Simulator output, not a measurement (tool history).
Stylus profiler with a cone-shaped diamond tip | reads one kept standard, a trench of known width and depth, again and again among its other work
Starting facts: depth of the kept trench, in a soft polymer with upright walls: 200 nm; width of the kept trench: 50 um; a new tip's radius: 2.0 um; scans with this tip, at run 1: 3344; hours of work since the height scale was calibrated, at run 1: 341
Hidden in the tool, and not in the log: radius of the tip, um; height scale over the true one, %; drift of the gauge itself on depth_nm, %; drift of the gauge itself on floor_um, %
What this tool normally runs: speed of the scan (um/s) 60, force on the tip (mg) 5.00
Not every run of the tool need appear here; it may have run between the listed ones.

run   hour  speed of the scan (um/s)  force on the tip (mg)  scans with this tip  hours of work since the height scale was calibrated  depth of the trench (Å)  width of the trench's floor (nm)
  1    0.0                        60                   5.00                 3344                                                  341                   2045.5                             47970
  2   11.6                        60                   5.00                 3423                                                  349                   2045.4                             47920
  3   24.7                        90                   5.00                 3512                                                  358                   2046.2                             47900
  4   36.6                        90                   5.00                 3593                                                  367                   2046.5                             47880
  5   49.5                        90                   5.33                 3681                                                  376                   2048.4                             47870
  6   57.8                        90                   5.33                 3737                                                  381                   2047.6                             47900
  7   71.6                        90                   5.33                 3831                                                  391                   2047.8                             47910
  8   84.8                       128                   5.00                 3920                                                  400                   2045.4                             47790
  9   93.5                        60                   5.00                 3980                                                  406                   2044.7                             47900
 10  101.4                        60                   5.00                 4034                                                  412                   2045.7                             47900
 11  108.5                        60                   3.47                 4082                                                  417                   2034.8                             47940
 12  116.5                        60                   5.00                 4136                                                  422                   2045.0                             47920
 13  127.0                        60                   5.00                 4207                                                  429                   2044.8                             47920
 14  137.9                        60                   5.00                 4282                                                  437                   2044.5                             47880
 15  148.2                        18                   5.00                 4352                                                  444                   2044.6                             48040
 16  156.3                       103                   7.67                 4407                                                  450                   2061.1                             47860
 17  163.3                        84                   7.73                 4454                                                  455                   2061.7                             47870
 18  171.8                        60                   2.81                 4512                                                  460                   2029.7                             47820
 19  183.6                        39                   1.87                 4592                                                  469                   2021.4                             47930
 20  194.8                       103                   1.88                 4668                                                  476                   2021.8                             47620
 21  210.1                        27                   4.85                 4772                                                  487                   2043.4                             48040
 22  222.3                       135                   1.81                 4855                                                  495                   2021.4                             47460
 23  231.1                       135                   1.81                 4915                                                  502                   2022.0                             47500
 24  238.9                       157                   4.01                 4968                                                  507                   2038.2                             47570
 25  249.5                       157                  14.08                 5040                                                  514                   2092.6                             47800

Expected results for the next run?
 26  263.2                        16                  14.08                 5133                                                  524                        ?                                 ?

Run 26 measured depth of the trench (Å) 2093.3, width of the trench's floor (nm) 48010.
If the tool had no hidden condition, the same run with the same run-to-run variation would have returned depth of the trench (Å) 2096.9, width of the trench's floor (nm) 48220.
